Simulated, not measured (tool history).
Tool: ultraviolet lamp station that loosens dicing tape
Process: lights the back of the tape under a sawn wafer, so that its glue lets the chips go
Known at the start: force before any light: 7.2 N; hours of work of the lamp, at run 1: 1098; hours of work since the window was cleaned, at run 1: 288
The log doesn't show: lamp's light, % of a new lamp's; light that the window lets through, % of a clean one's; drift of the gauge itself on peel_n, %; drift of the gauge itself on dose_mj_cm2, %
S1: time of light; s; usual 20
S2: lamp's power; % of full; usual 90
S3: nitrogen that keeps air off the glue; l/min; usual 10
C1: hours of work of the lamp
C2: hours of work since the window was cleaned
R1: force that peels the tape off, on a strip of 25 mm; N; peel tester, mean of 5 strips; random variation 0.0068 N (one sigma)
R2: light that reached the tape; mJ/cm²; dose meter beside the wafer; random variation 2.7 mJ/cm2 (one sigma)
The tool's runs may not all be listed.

run    hour  S1  S2  S3    C1   C2     R1   R2
  1       0  20  90  10  1098  288    0.5  228
  2    52.3  20  90  10  1139  328  0.537  223
      113.5  -- lamp changed
  3   113.5  20  90  10     0  375   0.25  332
  4     204  20  90  10    70  445  0.279  322
      229.9  -- window cleaned of glue's vapour
  5   301.1  20  90  10   145   55  0.222  350
  6   393.3  20  90  10   217  127   0.27  336
  7   488.9  20  90  10   291  201  0.276  316
  8   537.9  20  62  10   329  239  0.578  209
  9   590.3  20  62  10   370  280  0.597  211
 10   631.6  20  62  10   402  312   0.62  205
 11   693.6  39  62  10   450  360  0.214  389
 12   779.1  39  62  10   516  426   0.22  367
        830  -- window cleaned of glue's vapour
 13   845.4  26  81  14   567   12  0.209  351
 14   921.4  26  81  14   627   71  0.243  336
 15  1013.9  26  81  14   698  143  0.256  326
 16  1066.2  26  81  14   739  183  0.263  310
 17  1155.1  15  90  10   808  252  0.679  188
 18  1255.1  15  90  10   886  330  0.777  178

Forecast each of these 3 alternatives for the next run:
  A  1302.9  16  61  10  923  367   ?   ?
  B  1302.9  20  97  11  923  367   ?   ?
  C  1302.9  35  70  11  923  367   ?   ?

run     R1   R2
  A  1.439  131
  B    0.4  251
  C  0.265  316
Without the tool's hidden state the same runs would have given:
run     R1   R2
  A  0.635  206
  B  0.216  400
  C  0.189  502

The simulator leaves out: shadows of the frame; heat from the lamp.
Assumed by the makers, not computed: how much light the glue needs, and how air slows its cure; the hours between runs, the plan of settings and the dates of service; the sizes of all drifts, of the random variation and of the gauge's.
